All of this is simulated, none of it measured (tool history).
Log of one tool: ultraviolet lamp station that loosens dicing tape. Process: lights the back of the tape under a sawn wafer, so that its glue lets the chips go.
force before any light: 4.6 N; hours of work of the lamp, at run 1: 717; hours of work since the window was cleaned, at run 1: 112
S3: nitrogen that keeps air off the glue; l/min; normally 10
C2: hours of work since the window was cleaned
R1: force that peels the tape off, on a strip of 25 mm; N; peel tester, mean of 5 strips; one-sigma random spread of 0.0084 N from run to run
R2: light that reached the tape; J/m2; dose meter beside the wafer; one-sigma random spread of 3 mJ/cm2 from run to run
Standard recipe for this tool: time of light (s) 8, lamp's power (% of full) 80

Run 1, day 0.000: usual settings; hours of work of the lamp 717; C2 112. Result: R1 0.628 N, R2 2940 J/m2.
Run 2, day 1.200: usual settings but time of light (s) 5; hours of work of the lamp 729; C2 124. Result: R1 1.120 N, R2 1870 J/m2.
Run 3, day 2.775: usual settings; hours of work of the lamp 745; C2 140. Result: R1 0.616 N, R2 2920 J/m2.
Run 4, day 5.633: usual settings but S3 3 l/min; hours of work of the lamp 773; C2 168. Result: R1 1.094 N, R2 2800 J/m2.
Run 5, day 7.579: usual settings but lamp's power (% of full) 71; hours of work of the lamp 792; C2 187. Result: R1 0.768 N, R2 2480 J/m2.
Run 6, day 9.812: usual settings but lamp's power (% of full) 71; hours of work of the lamp 814; C2 209. Result: R1 0.802 N, R2 2440 J/m2.
Run 7, day 11.104: usual settings but lamp's power (% of full) 71; hours of work of the lamp 827; C2 222. Result: R1 0.815 N, R2 2440 J/m2.
Run 8, day 12.667: usual settings but lamp's power (% of full) 71; hours of work of the lamp 842; C2 237. Result: R1 0.819 N, R2 2390 J/m2.
Run 9, day 15.392: usual settings but S3 15 l/min; hours of work of the lamp 869; C2 264. Result: R1 0.639 N, R2 2610 J/m2.
Run 10, day 18.158: usual settings but S3 15 l/min; hours of work of the lamp 897; C2 291. Result: R1 0.639 N, R2 2590 J/m2.
Run 11, day 20.000: usual settings but S3 15 l/min; hours of work of the lamp 915; C2 310. Result: R1 0.659 N, R2 2530 J/m2.
At day 20.779: lamp changed.
Run 12, day 21.858: usual settings but S3 9 l/min; hours of work of the lamp 11; C2 327. Result: R1 0.404 N, R2 3960 J/m2.
Run 13, day 23.838: usual settings; hours of work of the lamp 30; C2 347. Result: R1 0.415 N, R2 3850 J/m2.
Run 14, day 26.304: usual settings; hours of work of the lamp 55; C2 371. Result: R1 0.395 N, R2 3770 J/m2.
At day 26.533: window cleaned of glue's vapour.
Run 15, day 28.258: usual settings; hours of work of the lamp 74; C2 17. Result: R1 0.430 N, R2 3720 J/m2.
Run 16, day 29.483: usual settings but time of light (s) 15; hours of work of the lamp 86; C2 29. Result: R1 0.237 N, R2 6930 J/m2.
Run 17, day 30.771: usual settings but lamp's power (% of full) 98, S3 13 l/min; hours of work of the lamp 98; C2 42. Result: R1 0.319 N, R2 4500 J/m2.
Run 18, day 32.629: usual settings but time of light (s) 13, lamp's power (% of full) 96, S3 13 l/min; hours of work of the lamp 117; C2 60. Result: R1 0.222 N, R2 6980 J/m2.
Run 19, day 33.896: usual settings but time of light (s) 13, lamp's power (% of full) 72, S3 19 l/min; hours of work of the lamp 129; C2 73. Result: R1 0.228 N, R2 5210 J/m2.
Run 20, day 35.746: usual settings but time of light (s) 13, lamp's power (% of full) 92, S3 11 l/min; hours of work of the lamp 147; C2 91. Result: R1 0.238 N, R2 6560 J/m2.
At day 36.483: window cleaned of glue's vapour, once more.
Run 21, day 37.571: usual settings but time of light (s) 4, lamp's power (% of full) 96, S3 7 l/min; hours of work of the lamp 165; C2 11. Result: R1 0.963 N, R2 2420 J/m2.
Run 22, day 39.850: usual settings but time of light (s) 10, S3 8 l/min; hours of work of the lamp 188; C2 33. Result: R1 0.320 N, R2 4990 J/m2.
Run 23, day 42.600: usual settings but time of light (s) 10, lamp's power (% of full) 79, S3 14 l/min; hours of work of the lamp 215; C2 60. Result: R1 0.268 N, R2 4800 J/m2.
Run 24, day 44.004: usual settings but time of light (s) 6, S3 5 l/min; hours of work of the lamp 229; C2 74. Result: R1 0.867 N, R2 2910 J/m2.
Run 25, day 46.921: usual settings but time of light (s) 4, lamp's power (% of full) 99, S3 16 l/min; hours of work of the lamp 258; C2 103. Result: R1 0.729 N, R2 2370 J/m2.

What will run 26 give?
Run 26, day 49.171: usual settings but lamp's power (% of full) 76; hours of work of the lamp 280; C2 125. Result: R1 ?, R2 ?.

R1: 0.465 N
R2: 3520 J/m2
If the tool had no hidden condition, the same run with the same run-to-run variation would have returned R1 0.369 N, R2 4110 J/m2.
